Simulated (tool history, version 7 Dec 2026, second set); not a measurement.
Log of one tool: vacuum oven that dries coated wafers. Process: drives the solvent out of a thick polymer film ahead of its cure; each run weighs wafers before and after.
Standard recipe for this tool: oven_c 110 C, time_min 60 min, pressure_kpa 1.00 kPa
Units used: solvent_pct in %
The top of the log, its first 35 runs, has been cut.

run,hour,oven_c,time_min,pressure_kpa,hours of work since the thermocouples were calibrated,hours of work since the vacuum gauge was cleaned of residue,solvent_pct
36,455.5,116,60,3.48,494,760,5.41
37,466.7,123,47,0.77,502,769,2.09
38,479.8,119,80,2.60,512,779,3.50
39,497.5,119,80,2.60,526,792,3.55
40,514.3,110,84,0.95,538,805,2.63
41,522.0,96,46,0.92,544,811,6.37
42,539.8,110,76,1.00,558,824,2.87
43,550.0,110,76,1.00,566,832,3.05
44,565.2,107,30,2.09,577,844,7.32
45,576.6,117,78,0.83,586,852,1.83
46,584.7,113,37,2.52,592,859,6.21
47,598.5,113,37,2.52,603,869,6.00

3 options for the next run, each taken on its own from the tool as it stands now. Forecast them:
A,615.4,113,37,3.42,615,882,?
B,615.4,113,38,2.52,615,882,?
C,615.4,116,41,1.33,615,882,?

run,solvent_pct
A,6.97
B,5.97
C,4.01
Stripped of hidden state, with their random variation kept, the same runs would have yielded:
run,solvent_pct
A,6.53
B,5.53
C,3.61
